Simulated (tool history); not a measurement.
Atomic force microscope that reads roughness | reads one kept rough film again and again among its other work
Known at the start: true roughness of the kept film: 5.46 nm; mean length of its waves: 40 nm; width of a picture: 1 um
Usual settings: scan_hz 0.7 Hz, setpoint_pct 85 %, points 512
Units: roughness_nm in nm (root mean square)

| run | day | scan_hz | setpoint_pct | points | roughness_nm |
|---|---|---|---|---|---|
| 1 | 0 | 0.7 | 85 | 512 | 4.465 |
| 2 | 0.704 | 0.7 | 85 | 512 | 4.217 |
| 3 | 1.392 | 0.7 | 85 | 512 | 4.022 |
| 4 | 2.121 | 0.7 | 62 | 512 | 4.098 |
| 5 | 2.842 | 0.7 | 62 | 512 | 3.935 |
|  | 3.442 | new tip fitted |
| 6 | 3.8 | 0.7 | 85 | 512 | 4.407 |
| 7 | 4.558 | 0.7 | 85 | 512 | 4.203 |
| 8 | 5.5 | 0.563 | 85 | 512 | 3.995 |
| 9 | 6.212 | 1.714 | 85 | 512 | 3.331 |
| 10 | 6.8 | 1.714 | 85 | 512 | 3.222 |
|  | 6.967 | new tip fitted |
| 11 | 7.767 | 1.714 | 85 | 512 | 3.761 |
| 12 | 8.417 | 0.7 | 82 | 512 | 4.105 |
| 13 | 8.938 | 0.7 | 78 | 512 | 4.007 |
| 14 | 9.379 | 1.681 | 57 | 512 | 3.984 |
| 15 | 9.988 | 3.055 | 74 | 460 | 3.216 |
|  | 10.554 | new tip fitted |
| 16 | 10.896 | 3.055 | 74 | 460 | 3.903 |
| 17 | 11.946 | 3.272 | 85 | 590 | 3.125 |
| 18 | 12.733 | 1.476 | 82 | 325 | 3.611 |
| 19 | 13.462 | 0.675 | 85 | 442 | 3.713 |
|  | 14.088 | new tip fitted |
| 20 | 14.362 | 0.675 | 85 | 442 | 4.453 |
| 21 | 15.175 | 0.513 | 90 | 442 | 4.247 |
| 22 | 16.058 | 1.81 | 90 | 656 | 3.293 |
| 23 | 16.825 | 1.81 | 90 | 656 | 3.139 |
| 24 | 17.562 | 1.81 | 90 | 656 | 3.004 |
|  | 17.662 | new tip fitted |
| 25 | 18.371 | 1.017 | 90 | 276 | 3.992 |

Forecast each of these 5 alternatives for the next run:
| A | 19.183 | 1.474 | 85 | 401 | ? |
| B | 19.183 | 0.899 | 85 | 296 | ? |
| C | 19.183 | 0.7 | 78 | 267 | ? |
| D | 19.183 | 1.633 | 78 | 512 | ? |
| E | 19.183 | 0.7 | 87 | 340 | ? |

| run | roughness_nm |
|---|---|
| A | 3.694 |
| B | 3.954 |
| C | 4.117 |
| D | 3.831 |
| E | 3.986 |
Without the tool's hidden state the same runs would have given:
| run | roughness_nm |
|---|---|
| A | 4.13 |
| B | 4.42 |
| C | 4.603 |
| D | 4.283 |
| E | 4.456 |
